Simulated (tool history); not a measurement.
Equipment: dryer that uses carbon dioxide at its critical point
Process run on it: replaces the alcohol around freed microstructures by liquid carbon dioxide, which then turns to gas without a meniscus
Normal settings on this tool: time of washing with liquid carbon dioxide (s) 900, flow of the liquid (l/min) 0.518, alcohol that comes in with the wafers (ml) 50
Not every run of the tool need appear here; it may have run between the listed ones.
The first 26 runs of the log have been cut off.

run,day,time of washing with liquid carbon dioxide (s),flow of the liquid (l/min),alcohol that comes in with the wafers (ml),alcohol left in the vessel before it's heated (ppm by volume)
27,22.862,1320,0.423,49,64
28,24.004,1320,0.423,49,61
29,24.683,1320,0.423,49,57
# day 24.8: inlet filter changed
30,25.367,540,0.518,23,393
31,26.4,540,0.409,67,2583
32,27.108,960,0.409,47,185
33,28.358,960,0.409,47,205
34,28.967,1080,0.518,74,52
35,29.504,1080,0.518,74,63
36,30.779,1380,0.507,74,31
37,32.054,1380,0.733,74,31
38,33.242,1080,0.404,50,148
39,34.292,1080,0.404,50,163
40,35.329,660,0.518,47,457
41,36.225,660,0.518,47,469
42,37.462,660,0.518,47,507
# day 38.704: inlet filter changed
43,38.762,660,0.506,53,378
44,39.442,720,0.538,34,141
45,40.183,720,0.538,62,229
46,41.45,660,0.329,108,4723
47,42.529,1380,0.316,89,223

Alternative continuations, all from the tool just after run 47; predict every row:
A,43.775,960,0.693,46,?
B,43.775,900,0.626,50,?
C,43.775,540,0.518,50,?

run,alcohol left in the vessel before it's heated (ppm by volume)
A,52
B,60
C,906
Stripped of hidden state, with their random variation kept, the same runs would have yielded:
run,alcohol left in the vessel before it's heated (ppm by volume)
A,14
B,20
C,718
